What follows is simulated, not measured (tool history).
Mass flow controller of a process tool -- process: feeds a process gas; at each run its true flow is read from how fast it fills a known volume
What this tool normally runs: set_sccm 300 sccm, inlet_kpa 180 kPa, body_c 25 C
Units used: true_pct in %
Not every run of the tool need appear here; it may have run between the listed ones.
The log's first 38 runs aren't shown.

run	day	set_sccm	inlet_kpa	body_c	hours of work since the controller was set to zero	hours of work since the controller was changed	true_pct
39	315.621	155	168	30	4035	4035	94.72
40	324.133	155	169	31	4105	4105	94.59
41	329.183	155	148	20	4146	4146	95.39
42	336.433	155	191	29	4206	4206	94.81
# day 339.221: controller's zero set anew
43	346.454	155	191	26	59	4288	98.19
44	355.729	474	250	24	135	4364	99.94
45	362.471	474	250	24	191	4419	100.06
46	372.671	474	250	24	274	4503	99.89
47	381.500	224	153	36	347	4575	96.94
48	390.762	224	153	27	423	4651	97.93

What if the next run were any one of these 3? Each begins from the tool's condition after run 48:
A	398.175	52	185	27	484	4712	?
B	398.175	462	195	21	484	4712	?
C	398.175	188	201	23	484	4712	?

run	true_pct
A	96.38
B	99.68
C	98.28
Without the tool's unlogged condition, the same runs would have read:
run	true_pct
A	98.13
B	100.25
C	99.07
